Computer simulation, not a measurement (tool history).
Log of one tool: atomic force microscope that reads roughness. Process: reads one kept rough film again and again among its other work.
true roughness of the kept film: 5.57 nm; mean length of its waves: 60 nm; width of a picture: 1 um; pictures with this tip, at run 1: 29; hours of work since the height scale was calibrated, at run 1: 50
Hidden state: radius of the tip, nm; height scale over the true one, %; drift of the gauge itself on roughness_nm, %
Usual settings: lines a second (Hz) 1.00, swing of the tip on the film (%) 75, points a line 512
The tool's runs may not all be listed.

| run | hour | lines a second (Hz) | swing of the tip on the film (%) | points a line | pictures with this tip | hours of work since the height scale was calibrated | roughness of the kept film (nm (root mean square)) |
|---|---|---|---|---|---|---|---|
| 1 | 0.0 | 1.00 | 75 | 512 | 29 | 50 | 5.125 |
| 2 | 15.9 | 1.00 | 75 | 843 | 49 | 59 | 5.064 |
| 3 | 34.9 | 1.00 | 75 | 667 | 73 | 68 | 5.072 |
| 4 | 66.6 | 1.00 | 75 | 667 | 113 | 84 | 5.065 |
| 5 | 91.3 | 1.00 | 75 | 667 | 144 | 97 | 5.063 |
| 6 | 108.5 | 1.00 | 75 | 667 | 166 | 106 | 5.056 |
| 7 | 133.0 | 1.00 | 75 | 667 | 197 | 118 | 5.082 |
| 8 | 155.2 | 1.06 | 75 | 512 | 225 | 130 | 5.078 |
| 9 | 186.8 | 1.06 | 75 | 512 | 265 | 146 | 5.054 |
| 10 | 208.5 | 0.59 | 75 | 512 | 292 | 157 | 5.149 |
| 11 | 221.8 | 0.59 | 75 | 512 | 309 | 164 | 5.121 |
| 12 | 246.8 | 0.59 | 75 | 512 | 341 | 177 | 5.113 |
|  | 259.8 | new tip fitted |
| 13 | 278.6 | 0.59 | 75 | 512 | 24 | 192 | 5.181 |
| 14 | 302.7 | 1.26 | 75 | 512 | 55 | 205 | 5.051 |
| 15 | 325.5 | 1.26 | 75 | 512 | 84 | 216 | 5.023 |
| 16 | 350.8 | 1.26 | 69 | 552 | 115 | 229 | 5.073 |
| 17 | 369.8 | 1.26 | 69 | 552 | 140 | 239 | 5.111 |
| 18 | 385.1 | 1.26 | 69 | 552 | 159 | 247 | 5.108 |
| 19 | 414.7 | 1.26 | 69 | 552 | 196 | 262 | 5.086 |
| 20 | 433.8 | 1.26 | 69 | 552 | 220 | 272 | 5.086 |
| 21 | 463.0 | 3.23 | 82 | 258 | 257 | 287 | 4.549 |
| 22 | 476.7 | 0.50 | 75 | 512 | 275 | 294 | 5.177 |
| 23 | 499.8 | 1.97 | 55 | 935 | 304 | 305 | 5.150 |
| 24 | 514.1 | 3.49 | 74 | 666 | 322 | 313 | 4.730 |
|  | 542.4 | new tip fitted |
| 25 | 544.0 | 1.83 | 72 | 350 | 2 | 328 | 4.943 |
| 26 | 560.5 | 3.74 | 83 | 394 | 23 | 336 | 4.447 |
| 27 | 589.0 | 3.74 | 82 | 519 | 59 | 351 | 4.504 |
| 28 | 602.0 | 1.00 | 60 | 466 | 75 | 357 | 5.167 |
| 29 | 620.9 | 0.91 | 63 | 651 | 99 | 367 | 5.157 |

Hidden state at the last listed run before each entry between runs and at the first one after, where it differs:
Between runs 12 and 13: new tip fitted (hour 259.8)
  radius of the tip, nm: 10.6 -> 10.1
Between runs 24 and 25: new tip fitted (hour 542.4)
  radius of the tip, nm: 10.6 -> 10
